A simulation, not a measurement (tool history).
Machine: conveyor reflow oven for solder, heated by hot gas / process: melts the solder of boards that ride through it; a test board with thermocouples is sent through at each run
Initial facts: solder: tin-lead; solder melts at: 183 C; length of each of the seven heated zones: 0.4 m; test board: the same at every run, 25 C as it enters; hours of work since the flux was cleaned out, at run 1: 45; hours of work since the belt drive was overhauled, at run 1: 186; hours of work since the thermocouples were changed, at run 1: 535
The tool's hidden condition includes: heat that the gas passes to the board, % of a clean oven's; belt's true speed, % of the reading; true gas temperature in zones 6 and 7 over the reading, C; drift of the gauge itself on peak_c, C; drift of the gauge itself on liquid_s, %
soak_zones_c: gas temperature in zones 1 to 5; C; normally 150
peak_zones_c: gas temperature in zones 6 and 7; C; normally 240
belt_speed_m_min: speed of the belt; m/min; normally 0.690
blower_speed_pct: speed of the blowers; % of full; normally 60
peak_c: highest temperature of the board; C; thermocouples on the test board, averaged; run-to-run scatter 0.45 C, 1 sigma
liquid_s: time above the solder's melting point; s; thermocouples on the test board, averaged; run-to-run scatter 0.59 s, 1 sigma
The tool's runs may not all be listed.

| run | hour | soak_zones_c | peak_zones_c | belt_speed_m_min | blower_speed_pct | hours of work since the flux was cleaned out | hours of work since the belt drive was overhauled | hours of work since the thermocouples were changed | peak_c | liquid_s |
|---|---|---|---|---|---|---|---|---|---|---|
| 1 | 0.0 | 150 | 240 | 0.690 | 60 | 45 | 186 | 535 | 213.4 | 51.7 |
| 2 | 9.0 | 150 | 235 | 0.690 | 60 | 50 | 192 | 541 | 209.6 | 48.9 |
| 3 | 18.0 | 150 | 240 | 0.690 | 60 | 55 | 197 | 546 | 214.0 | 51.5 |
| 4 | 26.2 | 150 | 240 | 0.672 | 60 | 60 | 202 | 551 | 214.3 | 54.4 |
| 5 | 32.3 | 150 | 240 | 0.672 | 60 | 64 | 206 | 555 | 215.2 | 53.7 |
| 6 | 37.8 | 150 | 240 | 0.672 | 60 | 67 | 209 | 558 | 214.5 | 54.6 |
| 7 | 43.9 | 150 | 240 | 0.672 | 60 | 71 | 213 | 562 | 214.1 | 53.5 |
| 8 | 51.6 | 150 | 235 | 0.672 | 60 | 76 | 218 | 567 | 211.0 | 50.9 |
| 9 | 59.6 | 150 | 235 | 0.672 | 61 | 81 | 223 | 571 | 210.9 | 51.0 |
| 10 | 69.9 | 150 | 235 | 0.672 | 61 | 87 | 229 | 578 | 210.6 | 51.5 |
| 11 | 77.0 | 146 | 240 | 0.690 | 60 | 91 | 233 | 582 | 211.5 | 47.6 |
| 12 | 86.7 | 150 | 240 | 0.690 | 80 | 97 | 239 | 588 | 219.1 | 57.3 |
| 13 | 91.5 | 150 | 240 | 0.581 | 80 | 100 | 242 | 591 | 224.3 | 73.1 |
| 14 | 97.1 | 150 | 240 | 0.690 | 60 | 103 | 245 | 594 | 212.7 | 51.9 |
| 15 | 106.2 | 150 | 240 | 0.690 | 60 | 109 | 251 | 600 | 213.2 | 51.5 |
| 16 | 114.1 | 141 | 240 | 0.690 | 65 | 114 | 255 | 604 | 212.4 | 46.8 |
| 17 | 122.6 | 151 | 240 | 0.690 | 66 | 119 | 261 | 610 | 214.8 | 53.5 |
| 18 | 129.8 | 152 | 240 | 0.821 | 60 | 123 | 265 | 614 | 206.0 | 36.4 |
| 19 | 137.7 | 150 | 243 | 0.690 | 83 | 128 | 270 | 619 | 222.0 | 59.2 |
| 20 | 147.5 | 150 | 235 | 0.690 | 83 | 134 | 276 | 625 | 215.4 | 54.7 |
| 21 | 158.0 | 165 | 251 | 0.564 | 67 | 140 | 282 | 631 | 233.2 | 88.1 |
| 22 | 165.1 | 150 | 240 | 0.741 | 53 | 144 | 286 | 635 | 205.7 | 40.2 |
| 23 | 175.0 | 150 | 240 | 0.741 | 53 | 150 | 292 | 641 | 205.7 | 40.0 |
| 24 | 179.4 | 150 | 245 | 0.707 | 60 | 153 | 295 | 644 | 214.3 | 51.8 |
| 25 | 186.6 | 150 | 245 | 0.707 | 60 | 157 | 299 | 648 | 214.1 | 51.2 |
| 26 | 194.0 | 150 | 245 | 0.707 | 60 | 162 | 304 | 653 | 214.7 | 52.5 |
| 27 | 204.8 | 150 | 245 | 0.707 | 60 | 168 | 310 | 659 | 214.0 | 51.5 |
| 28 | 213.0 | 149 | 252 | 0.778 | 70 | 173 | 315 | 664 | 219.3 | 49.4 |
| 29 | 218.3 | 150 | 240 | 0.690 | 56 | 177 | 319 | 667 | 209.3 | 47.9 |
| 30 | 227.0 | 151 | 240 | 0.690 | 56 | 182 | 324 | 673 | 210.7 | 49.4 |

Branching from run 30: 3 alternative next runs. What would each branch give?
| A | 236.9 | 150 | 240 | 0.690 | 60 | 188 | 330 | 679 | ? | ? |
| B | 236.9 | 151 | 240 | 0.552 | 56 | 188 | 330 | 679 | ? | ? |
| C | 236.9 | 150 | 240 | 0.816 | 60 | 188 | 330 | 679 | ? | ? |

| run | peak_c | liquid_s |
|---|---|---|
| A | 211.4 | 49.9 |
| B | 219.0 | 71.4 |
| C | 204.0 | 34.9 |
With the hidden condition removed and each run's random variation left untouched, the same runs would have given:
| run | peak_c | liquid_s |
|---|---|---|
| A | 215.2 | 52.9 |
| B | 222.3 | 73.6 |
| C | 207.9 | 38.7 |

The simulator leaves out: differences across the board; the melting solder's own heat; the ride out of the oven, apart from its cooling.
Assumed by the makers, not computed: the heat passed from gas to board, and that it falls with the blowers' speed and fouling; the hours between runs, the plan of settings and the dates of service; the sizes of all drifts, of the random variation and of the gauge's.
